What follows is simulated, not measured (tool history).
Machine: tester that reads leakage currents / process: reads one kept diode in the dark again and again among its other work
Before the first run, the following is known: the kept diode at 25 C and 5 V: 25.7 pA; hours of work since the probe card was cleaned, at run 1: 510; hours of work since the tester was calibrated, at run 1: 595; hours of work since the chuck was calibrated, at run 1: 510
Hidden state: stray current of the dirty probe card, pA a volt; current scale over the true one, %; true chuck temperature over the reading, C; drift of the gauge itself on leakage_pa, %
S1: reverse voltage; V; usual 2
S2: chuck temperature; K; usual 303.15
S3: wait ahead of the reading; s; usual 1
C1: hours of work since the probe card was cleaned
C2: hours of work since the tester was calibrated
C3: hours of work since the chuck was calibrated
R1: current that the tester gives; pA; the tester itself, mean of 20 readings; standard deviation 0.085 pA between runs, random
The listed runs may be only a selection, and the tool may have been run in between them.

| run | hour | S1 | S2 | S3 | C1 | C2 | C3 | R1 |
|---|---|---|---|---|---|---|---|---|
| 1 | 0 | 2 | 303.15 | 1 | 510 | 595 | 510 | 24.2 |
| 2 | 24.3 | 2 | 303.15 | 1 | 520 | 605 | 520 | 24.13 |
| 3 | 55 | 3.86 | 303.15 | 1 | 533 | 618 | 533 | 35.72 |
| 4 | 88.8 | 3.86 | 303.15 | 1 | 547 | 632 | 547 | 35.79 |
| 5 | 111.1 | 3.86 | 303.15 | 1 | 556 | 641 | 556 | 35.77 |
| 6 | 156.1 | 2 | 303.15 | 2.74 | 575 | 660 | 575 | 23.88 |
| 7 | 177.6 | 2 | 303.15 | 2.74 | 584 | 669 | 584 | 24.13 |
| 8 | 210.2 | 2 | 303.15 | 1 | 597 | 683 | 597 | 24.23 |
|  | 215.9 | probe card cleaned and baked |
| 9 | 251.7 | 2 | 310.15 | 1 | 15 | 699 | 613 | 39.62 |
| 10 | 292.6 | 2 | 310.15 | 1 | 32 | 716 | 630 | 39.8 |
| 11 | 338 | 2 | 310.15 | 1 | 51 | 735 | 649 | 39.76 |
| 12 | 382.5 | 18.52 | 304.15 | 1 | 69 | 753 | 668 | 105.72 |
| 13 | 422.2 | 14.96 | 322.15 | 1 | 86 | 770 | 684 | 276.46 |
| 14 | 440.5 | 2 | 297.15 | 0.71 | 93 | 777 | 692 | 17.06 |
|  | 459.4 | probe card cleaned and baked, once more |
| 15 | 476.2 | 19.47 | 298.15 | 0.31 | 7 | 791 | 706 | 75.88 |
| 16 | 498.6 | 11.64 | 312.15 | 1 | 16 | 800 | 715 | 122.1 |
| 17 | 517.3 | 2 | 332.15 | 1.85 | 24 | 808 | 723 | 156.21 |
| 18 | 549.2 | 2 | 312.15 | 1 | 37 | 821 | 736 | 43.95 |
| 19 | 578.1 | 14.4 | 310.15 | 3.58 | 49 | 833 | 748 | 117.62 |
| 20 | 614 | 2 | 303.15 | 0.99 | 64 | 848 | 763 | 23.9 |

Each row is a separate what-if for the run after 20, all from the same tool condition, not one after another. Results?
| A | 638.3 | 9.71 | 303.15 | 1.62 | 74 | 858 | 773 | ? |
| B | 638.3 | 5.95 | 303.15 | 0.8 | 74 | 858 | 773 | ? |
| C | 638.3 | 11.88 | 301.15 | 7.02 | 74 | 858 | 773 | ? |
| D | 638.3 | 5.22 | 309.15 | 1.15 | 74 | 858 | 773 | ? |

| run | R1 |
|---|---|
| A | 58.92 |
| B | 45.4 |
| C | 56.63 |
| D | 62.83 |
With the hidden condition removed and each run's random variation left untouched, the same runs would have given:
| run | R1 |
|---|---|
| A | 55.9 |
| B | 43.18 |
| C | 53.51 |
| D | 59.94 |
